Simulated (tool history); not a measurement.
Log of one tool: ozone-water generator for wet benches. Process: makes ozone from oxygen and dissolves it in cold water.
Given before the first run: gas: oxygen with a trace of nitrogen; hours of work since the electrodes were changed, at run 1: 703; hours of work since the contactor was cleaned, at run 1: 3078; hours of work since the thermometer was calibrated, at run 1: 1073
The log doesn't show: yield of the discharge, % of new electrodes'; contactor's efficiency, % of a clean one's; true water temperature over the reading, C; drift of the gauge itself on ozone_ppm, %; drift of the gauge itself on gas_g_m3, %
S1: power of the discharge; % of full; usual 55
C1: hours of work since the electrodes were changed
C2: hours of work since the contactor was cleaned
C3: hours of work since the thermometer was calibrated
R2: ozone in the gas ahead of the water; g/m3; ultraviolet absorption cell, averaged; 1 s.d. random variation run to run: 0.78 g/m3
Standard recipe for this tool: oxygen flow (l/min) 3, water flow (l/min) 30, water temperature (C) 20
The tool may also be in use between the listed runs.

run 1 day=0 | S1=55 oxygen_flow_(l/min)=3 water_flow_(l/min)=30 water_temperature_(C)=20 | C1=703 C2=3078 C3=1073 | dissolved_ozone_(ppm)=5.7 R2=118.6
run 2 day=5.45 | S1=55 oxygen_flow_(l/min)=3 water_flow_(l/min)=30 water_temperature_(C)=20 | C1=824 C2=3200 C3=1194 | dissolved_ozone_(ppm)=5.7 R2=117.7
run 3 day=8.7 | S1=55 oxygen_flow_(l/min)=3 water_flow_(l/min)=30 water_temperature_(C)=20 | C1=896 C2=3272 C3=1267 | dissolved_ozone_(ppm)=5.6 R2=117.8
run 4 day=13.842 | S1=55 oxygen_flow_(l/min)=3 water_flow_(l/min)=41 water_temperature_(C)=20 | C1=1011 C2=3387 C3=1381 | dissolved_ozone_(ppm)=3.9 R2=117.2
run 5 day=18.204 | S1=55 oxygen_flow_(l/min)=3 water_flow_(l/min)=41 water_temperature_(C)=20 | C1=1108 C2=3484 C3=1478 | dissolved_ozone_(ppm)=4 R2=117.4
run 6 day=21.792 | S1=55 oxygen_flow_(l/min)=4.62 water_flow_(l/min)=30 water_temperature_(C)=20 | C1=1188 C2=3564 C3=1558 | dissolved_ozone_(ppm)=5.7 R2=87.4
run 7 day=24.908 | S1=55 oxygen_flow_(l/min)=4.62 water_flow_(l/min)=30 water_temperature_(C)=20 | C1=1258 C2=3633 C3=1628 | dissolved_ozone_(ppm)=5.6 R2=88.5
run 8 day=28.575 | S1=55 oxygen_flow_(l/min)=4.62 water_flow_(l/min)=30 water_temperature_(C)=20 | C1=1339 C2=3715 C3=1710 | dissolved_ozone_(ppm)=5.7 R2=87.9
run 9 day=32.492 | S1=55 oxygen_flow_(l/min)=2.71 water_flow_(l/min)=30 water_temperature_(C)=20 | C1=1427 C2=3802 C3=1797 | dissolved_ozone_(ppm)=5.4 R2=125.6
run 10 day=36.438 | S1=59 oxygen_flow_(l/min)=1.99 water_flow_(l/min)=35 water_temperature_(C)=20 | C1=1515 C2=3890 C3=1885 | dissolved_ozone_(ppm)=4.7 R2=161.9
run 11 day=40.721 | S1=60 oxygen_flow_(l/min)=1.99 water_flow_(l/min)=45 water_temperature_(C)=20 | C1=1610 C2=3986 C3=1980 | dissolved_ozone_(ppm)=3.5 R2=161.6
-- day=41.367 contactor cleaned
run 12 day=45.404 | S1=72 oxygen_flow_(l/min)=2.07 water_flow_(l/min)=34 water_temperature_(C)=15 | C1=1711 C2=90 C3=2081 | dissolved_ozone_(ppm)=5.6 R2=180.3
run 13 day=49.921 | S1=72 oxygen_flow_(l/min)=2.07 water_flow_(l/min)=34 water_temperature_(C)=15 | C1=1811 C2=191 C3=2182 | dissolved_ozone_(ppm)=5.7 R2=179.3
run 14 day=55.2 | S1=51 oxygen_flow_(l/min)=2.07 water_flow_(l/min)=34 water_temperature_(C)=15 | C1=1929 C2=308 C3=2299 | dissolved_ozone_(ppm)=4.5 R2=139.9
run 15 day=58.504 | S1=45 oxygen_flow_(l/min)=3.29 water_flow_(l/min)=28 water_temperature_(C)=21 | C1=2003 C2=382 C3=2373 | dissolved_ozone_(ppm)=5 R2=95.4
run 16 day=60.875 | S1=45 oxygen_flow_(l/min)=3.29 water_flow_(l/min)=28 water_temperature_(C)=21 | C1=2056 C2=435 C3=2426 | dissolved_ozone_(ppm)=5.1 R2=94.8
run 17 day=65.85 | S1=45 oxygen_flow_(l/min)=3.74 water_flow_(l/min)=28 water_temperature_(C)=21 | C1=2166 C2=546 C3=2537 | dissolved_ozone_(ppm)=5.2 R2=86.4
run 18 day=70.046 | S1=45 oxygen_flow_(l/min)=3.74 water_flow_(l/min)=28 water_temperature_(C)=21 | C1=2260 C2=639 C3=2630 | dissolved_ozone_(ppm)=5 R2=88.4

Below are 5 alternative next runs, each starting from the tool's condition after run 18. Predict each:
-- day=74.125 contactor cleaned, once more
run A day=74.762 | S1=87 oxygen_flow_(l/min)=3.74 water_flow_(l/min)=40 water_temperature_(C)=21 | C1=2361 C2=14 C3=2731 | dissolved_ozone_(ppm)=? R2=?
-- day=74.125 contactor cleaned, once more
run B day=74.762 | S1=42 oxygen_flow_(l/min)=3 water_flow_(l/min)=31 water_temperature_(C)=20 | C1=2361 C2=14 C3=2731 | dissolved_ozone_(ppm)=? R2=?
-- day=74.125 contactor cleaned, once more
run C day=74.762 | S1=45 oxygen_flow_(l/min)=3.74 water_flow_(l/min)=30 water_temperature_(C)=12 | C1=2361 C2=14 C3=2731 | dissolved_ozone_(ppm)=? R2=?
-- day=74.125 contactor cleaned, once more
run D day=74.762 | S1=45 oxygen_flow_(l/min)=3.74 water_flow_(l/min)=33 water_temperature_(C)=21 | C1=2361 C2=14 C3=2731 | dissolved_ozone_(ppm)=? R2=?
-- day=74.125 contactor cleaned, once more
run E day=74.762 | S1=46 oxygen_flow_(l/min)=2.5 water_flow_(l/min)=33 water_temperature_(C)=21 | C1=2361 C2=14 C3=2731 | dissolved_ozone_(ppm)=? R2=?

run=A dissolved_ozone_(ppm)=5.6 R2=133.9
run=B dissolved_ozone_(ppm)=4.4 R2=96.1
run=C dissolved_ozone_(ppm)=5.2 R2=86.9
run=D dissolved_ozone_(ppm)=4.4 R2=86.4
run=E dissolved_ozone_(ppm)=4.6 R2=114
Without the tool's unlogged condition, the same runs would have read:
run=A dissolved_ozone_(ppm)=5.9 R2=141.2
run=B dissolved_ozone_(ppm)=4.6 R2=99
run=C dissolved_ozone_(ppm)=5.3 R2=89.7
run=D dissolved_ozone_(ppm)=4.6 R2=89.2
run=E dissolved_ozone_(ppm)=4.7 R2=117.8

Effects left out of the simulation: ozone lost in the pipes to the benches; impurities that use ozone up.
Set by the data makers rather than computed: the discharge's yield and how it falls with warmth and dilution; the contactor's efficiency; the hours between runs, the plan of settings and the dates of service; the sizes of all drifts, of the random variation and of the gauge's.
